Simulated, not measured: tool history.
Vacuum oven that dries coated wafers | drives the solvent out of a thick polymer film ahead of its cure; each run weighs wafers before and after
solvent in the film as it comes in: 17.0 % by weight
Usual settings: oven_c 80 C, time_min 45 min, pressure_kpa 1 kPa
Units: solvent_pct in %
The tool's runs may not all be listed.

run    hour  oven_c  time_min  pressure_kpa  solvent_pct
  1       0      80        45             1         1.38
  2    98.7      80        45             1         1.41
  3   196.3      80        45             1         1.39
  4   249.4      80        25             1          3.2
      291.3  -- oven's thermocouples calibrated
  5   324.8      80        25             1         2.89
  6     377      80        45             1         1.24
  7   447.1      80        45             1         1.19
  8   529.9      66        45             1         3.52
  9   628.8      80        40             1         1.45
 10   710.3      80        40          3.71         3.17
      719.3  -- vacuum gauge cleaned of residue and calibrated
 11   811.7      80        62          3.71         2.65
 12   875.2      80        62          3.71         2.65
 13   944.1      80        62          3.71         2.66
 14   992.2      80        55          3.71         2.72
 15  1079.3      80        55          3.71         2.74
       1088  -- vacuum gauge cleaned of residue and calibrated, once more
 16  1167.4      75        45             1         1.83
 17  1242.6      80        45             1         1.19
 18  1309.5      80        45             1         1.23
 19  1387.9      80        45             1         1.23
 20  1442.2      80        45             1         1.28
 21  1490.7      80        55          1.16         1.04
 22    1557      67        45             1         3.34
 23    1626      81        39             1         1.43
 24  1732.1      76        24          1.58         4.36
 25    1831      67        27          1.13         5.73
 26  1905.8      73        35          1.11         3.13
 27  2009.7      68        56          1.19         2.63
 28  2081.9      80        45             1         1.29
 29    2193      74        24          1.17         4.59
 30  2304.1      74        24          1.17         4.58
 31  2386.6      74        24          1.17         4.63
 32    2478      70        72          1.17         1.77
 33  2579.2      70        26          1.17         5.27
 34  2655.2      79        68          1.34         1.15
 35  2737.4      70        22          0.61         5.74
 36  2839.8      80        23          1.17         3.59
 37  2903.7      69        23          3.01         7.52

Forecast each of these 5 alternatives for the next run:
  A  2968      69        23          3.25            ?
  B  2968      80        52          0.62            ?
  C  2968      68        45             1            ?
  D  2968      80        78             1            ?
  E  2968      81        45          2.48            ?

run  solvent_pct
  A         7.66
  B         0.91
  C         3.35
  D          0.8
  E         2.16
Without the tool's hidden state the same runs would have given:
run  solvent_pct
  A         7.14
  B         0.73
  C         2.92
  D         0.66
  E          1.9
